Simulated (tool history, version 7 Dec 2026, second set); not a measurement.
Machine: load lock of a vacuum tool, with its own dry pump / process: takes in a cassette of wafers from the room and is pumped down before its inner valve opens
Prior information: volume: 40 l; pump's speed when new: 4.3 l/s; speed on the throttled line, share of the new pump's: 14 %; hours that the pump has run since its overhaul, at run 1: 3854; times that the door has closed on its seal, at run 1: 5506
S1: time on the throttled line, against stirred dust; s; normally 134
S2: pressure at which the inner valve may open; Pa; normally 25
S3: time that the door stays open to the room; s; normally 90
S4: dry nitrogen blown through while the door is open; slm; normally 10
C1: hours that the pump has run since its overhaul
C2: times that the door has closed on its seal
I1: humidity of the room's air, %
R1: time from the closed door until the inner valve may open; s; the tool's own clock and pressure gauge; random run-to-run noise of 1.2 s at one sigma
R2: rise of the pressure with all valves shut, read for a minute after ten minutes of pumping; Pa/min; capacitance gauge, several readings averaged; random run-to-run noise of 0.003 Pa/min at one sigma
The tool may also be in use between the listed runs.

run      day   S1  S2   S3  S4    C1     C2    I1     R1     R2
  1        0  134  25   90  10  3854   5506  47.2  192.6   0.05
  2    6.846  134  25  112  10  4018   6058  45.4  193.4  0.052
  3   13.696   72  25  112  10  4183   6610  47.3  141.3  0.057
  4     16.8   72  25  112  10  4257   6861  44.9    139  0.049
  5   20.875   72  25  112  10  4355   7190  44.6  137.9  0.053
  6   24.638   72  25  112  10  4445   7493  42.5  139.9  0.049
  7   30.667   72  23  112  10  4590   7979  43.8  139.6  0.051
  8   37.517   72  23  112  10  4755   8532    43  140.6   0.04
  9   43.879   72  23  112  10  4907   9045  47.4  140.7  0.052
 10   50.417   72  23  112  10  5064   9573  47.7  139.7  0.058
 11   55.992  134  25   90  25  5198  10022  45.1  191.7  0.032
 12   60.246  134  25   90  10  5300  10365  46.4  193.6  0.049
 13   66.621  134  25   90  10  5453  10880  44.9    192  0.046
 14   73.267  134  25   90  10  5613  11416  45.2  194.3  0.053
 15   76.904  134  25   90  10  5700  11709  45.6  192.9  0.044
 16   80.008   90  25   90  10  5774  11960  45.4  155.7  0.045
 17   83.729   90  25   90  10  5864  12260  47.1  154.8  0.052
 18    90.05  210  25   90  10  6015  12770  43.2  255.5  0.044
 19   96.808  210  25   90  10  6178  13315  42.8  259.6  0.049
 20  100.333  206  39   90   5  6262  13599  41.6  250.2  0.053
 21  106.142  120  45   52  11  6402  14068  44.1  174.7  0.035
 22   112.25  125  21  192  16  6548  14561  41.7  188.2  0.052
 23  115.575   84  37   83  19  6628  14829  43.8  145.8  0.031
 24  119.625   84  37   83  19  6725  15155  43.9  142.8  0.033
 25  123.692  134  21   90   9  6823  15484  42.4  194.3  0.049
 26  130.279   85  46  143  10  6981  16015  48.2  143.6   0.06
 27  136.562   85  46  143  10  7132  16522  45.1  146.6  0.057
 28  140.521   85  26  143  10  7227  16841  42.2  150.6  0.059
 29  145.471   85  26  143  10  7345  17240  43.3  148.3   0.05
 30  148.575  244  25   90  10  7420  17491  48.5  285.9  0.049
 31  152.779  244  25   90  10  7521  17830  49.6  288.6  0.053
 32  155.825  134  25   90  10  7594  18076  46.1  193.2   0.05
 33  159.408  134  25   90   5  7680  18365  43.6  192.5  0.053
 34    164.3  134  25   90   5  7797  18759  43.4  191.5  0.052
 35    168.1  168  29   90  10  7889  19066  43.4  220.3  0.046
 36  173.496  179  25  111  30  8018  19501  48.6  231.8  0.034
 37  178.317  179  25   50   6  8134  19890  45.2  231.1   0.04

Alternative continuations, all from the tool just after run 37; predict every row:
  A  184.517  179  19  50   6  8283  20390  42.1   ?   ?
  B  184.517  101  25  42   6  8283  20390    48   ?   ?
  C  184.517  179  21  25  24  8283  20390  45.7   ?   ?
  D  184.517   81  30  49  10  8283  20390    45   ?   ?

run     R1     R2
  A  233.6   0.04
  B  163.2   0.04
  C  230.7   0.02
  D  145.3  0.032
With no hidden state in the tool, these same runs would have given:
run     R1     R2
  A  233.6  0.039
  B  163.2  0.039
  C  230.7   0.02
  D  145.3  0.032

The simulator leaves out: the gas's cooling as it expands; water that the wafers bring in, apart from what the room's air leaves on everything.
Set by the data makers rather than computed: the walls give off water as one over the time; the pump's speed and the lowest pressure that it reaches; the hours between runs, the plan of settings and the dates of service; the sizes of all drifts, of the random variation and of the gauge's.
